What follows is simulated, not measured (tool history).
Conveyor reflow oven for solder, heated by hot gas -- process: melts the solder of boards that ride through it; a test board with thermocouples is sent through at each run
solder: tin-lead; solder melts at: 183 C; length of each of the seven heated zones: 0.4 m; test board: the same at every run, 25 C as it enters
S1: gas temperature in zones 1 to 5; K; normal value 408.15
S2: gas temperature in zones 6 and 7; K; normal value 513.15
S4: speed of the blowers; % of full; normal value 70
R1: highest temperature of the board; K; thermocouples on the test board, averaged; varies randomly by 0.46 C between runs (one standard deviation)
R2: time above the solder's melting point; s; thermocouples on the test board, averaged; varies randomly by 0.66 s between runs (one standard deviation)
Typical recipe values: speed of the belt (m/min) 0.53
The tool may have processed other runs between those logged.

{"run": 1, "hour": 0.0, "S1": 408.15, "S2": 513.15, "speed of the belt (m/min)": 0.53, "S4": 70, "R1": 496.45, "R2": 72.6}
{"run": 2, "hour": 59.5, "S1": 408.15, "S2": 513.15, "speed of the belt (m/min)": 0.53, "S4": 70, "R1": 496.85, "R2": 73.3}
{"run": 3, "hour": 110.5, "S1": 408.15, "S2": 513.15, "speed of the belt (m/min)": 0.485, "S4": 70, "R1": 499.55, "R2": 82.1}
{"run": 4, "hour": 147.3, "S1": 408.15, "S2": 513.15, "speed of the belt (m/min)": 0.485, "S4": 70, "R1": 499.85, "R2": 81.2}
{"run": 5, "hour": 188.1, "S1": 408.15, "S2": 513.15, "speed of the belt (m/min)": 0.485, "S4": 70, "R1": 500.75, "R2": 82.1}
{"run": 6, "hour": 248.2, "S1": 408.15, "S2": 513.15, "speed of the belt (m/min)": 0.53, "S4": 70, "R1": 496.95, "R2": 72.6}
{"run": 7, "hour": 297.9, "S1": 410.15, "S2": 513.15, "speed of the belt (m/min)": 0.53, "S4": 70, "R1": 498.05, "R2": 73.7}
{"hour": 355.0, "done": "flux residue cleaned out of gas plates and filters"}
{"run": 8, "hour": 355.0, "S1": 410.15, "S2": 513.15, "speed of the belt (m/min)": 0.53, "S4": 70, "R1": 497.05, "R2": 75.4}
{"run": 9, "hour": 427.6, "S1": 410.15, "S2": 513.15, "speed of the belt (m/min)": 0.53, "S4": 70, "R1": 496.45, "R2": 73}
{"run": 10, "hour": 484.4, "S1": 410.15, "S2": 513.15, "speed of the belt (m/min)": 0.53, "S4": 70, "R1": 497.65, "R2": 74.8}
{"run": 11, "hour": 539.8, "S1": 408.15, "S2": 506.15, "speed of the belt (m/min)": 0.53, "S4": 70, "R1": 490.35, "R2": 67.5}
{"run": 12, "hour": 609.8, "S1": 408.15, "S2": 524.15, "speed of the belt (m/min)": 0.53, "S4": 88, "R1": 511.75, "R2": 81.3}
{"run": 13, "hour": 644.6, "S1": 416.15, "S2": 520.15, "speed of the belt (m/min)": 0.454, "S4": 51, "R1": 502.75, "R2": 93.1}
{"run": 14, "hour": 697.2, "S1": 409.15, "S2": 527.15, "speed of the belt (m/min)": 0.513, "S4": 70, "R1": 510.45, "R2": 84.6}
{"hour": 712.6, "done": "flux residue cleaned out of gas plates and filters"}
{"run": 15, "hour": 732.4, "S1": 409.15, "S2": 527.15, "speed of the belt (m/min)": 0.513, "S4": 70, "R1": 511.65, "R2": 84.3}
{"run": 16, "hour": 783.5, "S1": 423.15, "S2": 512.15, "speed of the belt (m/min)": 0.425, "S4": 88, "R1": 507.55, "R2": 107.4}
{"run": 17, "hour": 839.6, "S1": 397.15, "S2": 512.15, "speed of the belt (m/min)": 0.62, "S4": 53, "R1": 480.25, "R2": 41.6}
{"run": 18, "hour": 905.1, "S1": 418.15, "S2": 513.15, "speed of the belt (m/min)": 0.53, "S4": 70, "R1": 498.45, "R2": 77.8}
{"run": 19, "hour": 972.8, "S1": 418.15, "S2": 513.15, "speed of the belt (m/min)": 0.53, "S4": 70, "R1": 499.15, "R2": 77.8}
{"run": 20, "hour": 1009.1, "S1": 404.15, "S2": 513.15, "speed of the belt (m/min)": 0.538, "S4": 70, "R1": 495.75, "R2": 68.5}
{"hour": 1062.4, "done": "thermocouples of zones 6 and 7 changed"}
{"hour": 1071.7, "done": "flux residue cleaned out of gas plates and filters"}
{"run": 21, "hour": 1080.8, "S1": 408.15, "S2": 513.15, "speed of the belt (m/min)": 0.581, "S4": 70, "R1": 494.45, "R2": 63.8}
{"run": 22, "hour": 1123.6, "S1": 408.15, "S2": 513.15, "speed of the belt (m/min)": 0.581, "S4": 70, "R1": 494.25, "R2": 62}

4 options for the next run, each taken on its own from the tool as it stands now. Forecast them:
{"run": "A", "hour": 1183.0, "S1": 411.15, "S2": 513.15, "speed of the belt (m/min)": 0.452, "S4": 75, "R1": "?", "R2": "?"}
{"run": "B", "hour": 1183.0, "S1": 408.15, "S2": 512.15, "speed of the belt (m/min)": 0.53, "S4": 55, "R1": "?", "R2": "?"}
{"run": "C", "hour": 1183.0, "S1": 422.15, "S2": 521.15, "speed of the belt (m/min)": 0.492, "S4": 70, "R1": "?", "R2": "?"}
{"run": "D", "hour": 1183.0, "S1": 408.15, "S2": 527.15, "speed of the belt (m/min)": 0.53, "S4": 70, "R1": "?", "R2": "?"}

run=A R1=502.85 R2=94.5
run=B R1=490.25 R2=65.3
run=C R1=507.65 R2=93
run=D R1=509.55 R2=81.6
Without the tool's hidden state the same runs would have given:
run=A R1=502.75 R2=94.3
run=B R1=490.15 R2=65.1
run=C R1=507.65 R2=92.8
run=D R1=509.55 R2=81.4
